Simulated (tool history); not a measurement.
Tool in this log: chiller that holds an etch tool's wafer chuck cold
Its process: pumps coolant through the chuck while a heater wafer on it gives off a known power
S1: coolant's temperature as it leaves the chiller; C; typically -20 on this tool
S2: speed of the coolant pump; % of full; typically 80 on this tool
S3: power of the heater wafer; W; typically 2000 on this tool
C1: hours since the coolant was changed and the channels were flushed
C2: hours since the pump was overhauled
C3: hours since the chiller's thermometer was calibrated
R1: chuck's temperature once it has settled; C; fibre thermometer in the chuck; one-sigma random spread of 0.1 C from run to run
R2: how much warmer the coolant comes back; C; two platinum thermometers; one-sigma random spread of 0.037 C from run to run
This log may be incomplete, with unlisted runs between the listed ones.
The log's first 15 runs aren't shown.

{"run": 16, "hour": 548.0, "S1": -20, "S2": 80, "S3": 2000, "C1": 4546, "C2": 2798, "C3": 134, "R1": -2.6, "R2": 7.15}
{"run": 17, "hour": 602.0, "S1": -20, "S2": 80, "S3": 2000, "C1": 4600, "C2": 2852, "C3": 188, "R1": -2.6, "R2": 7.07}
{"run": 18, "hour": 628.4, "S1": -27, "S2": 80, "S3": 2000, "C1": 4627, "C2": 2878, "C3": 215, "R1": -9.5, "R2": 7.04}
{"run": 19, "hour": 666.8, "S1": -19, "S2": 80, "S3": 1238, "C1": 4665, "C2": 2917, "C3": 253, "R1": -8.3, "R2": 4.34}
{"run": 20, "hour": 706.8, "S1": -15, "S2": 80, "S3": 2832, "C1": 4705, "C2": 2957, "C3": 293, "R1": 9.7, "R2": 10.02}
{"run": 21, "hour": 748.7, "S1": -15, "S2": 80, "S3": 2832, "C1": 4747, "C2": 2999, "C3": 335, "R1": 9.8, "R2": 10.02}
{"run": 22, "hour": 803.6, "S1": -15, "S2": 80, "S3": 2832, "C1": 4802, "C2": 3054, "C3": 390, "R1": 9.8, "R2": 10.03}
{"run": 23, "hour": 828.7, "S1": -20, "S2": 73, "S3": 2000, "C1": 4827, "C2": 3079, "C3": 415, "R1": -1, "R2": 7.87}
{"run": 24, "hour": 865.8, "S1": -20, "S2": 79, "S3": 1478, "C1": 4864, "C2": 3116, "C3": 452, "R1": -6.9, "R2": 5.27}
{"run": 25, "hour": 899.1, "S1": -30, "S2": 63, "S3": 1072, "C1": 4897, "C2": 3149, "C3": 485, "R1": -18.4, "R2": 5.01}
{"run": 26, "hour": 935.5, "S1": -20, "S2": 66, "S3": 2000, "C1": 4934, "C2": 3185, "C3": 522, "R1": 0.6, "R2": 8.87}
{"run": 27, "hour": 963.1, "S1": -20, "S2": 84, "S3": 1906, "C1": 4961, "C2": 3213, "C3": 549, "R1": -3.9, "R2": 6.43}
{"run": 28, "hour": 999.9, "S1": -20, "S2": 84, "S3": 1906, "C1": 4998, "C2": 3250, "C3": 586, "R1": -4.1, "R2": 6.36}
{"run": 29, "hour": 1030.9, "S1": -25, "S2": 84, "S3": 2611, "C1": 5029, "C2": 3281, "C3": 617, "R1": -3, "R2": 8.78}
{"run": 30, "hour": 1086.1, "S1": -20, "S2": 67, "S3": 2239, "C1": 5084, "C2": 3336, "C3": 672, "R1": 2.8, "R2": 9.77}
{"run": 31, "hour": 1111.0, "S1": -20, "S2": 67, "S3": 2239, "C1": 5109, "C2": 3361, "C3": 697, "R1": 3.2, "R2": 9.73}

Below are 3 alternative next runs, each starting from the tool's condition after run 31. Predict each:
{"run": "A", "hour": 1144.3, "S1": -20, "S2": 68, "S3": 1827, "C1": 5143, "C2": 3394, "C3": 730, "R1": "?", "R2": "?"}
{"run": "B", "hour": 1144.3, "S1": -12, "S2": 69, "S3": 1282, "C1": 5143, "C2": 3394, "C3": 730, "R1": "?", "R2": "?"}
{"run": "C", "hour": 1144.3, "S1": -27, "S2": 67, "S3": 1142, "C1": 5143, "C2": 3394, "C3": 730, "R1": "?", "R2": "?"}

run=A R1=-1.5 R2=7.84
run=B R1=0.7 R2=5.4
run=C R1=-15.2 R2=4.97
Had the tool no hidden state, the same runs would have come out as:
run=A R1=-3.6 R2=7.74
run=B R1=-0.7 R2=5.33
run=C R1=-16.5 R2=4.9
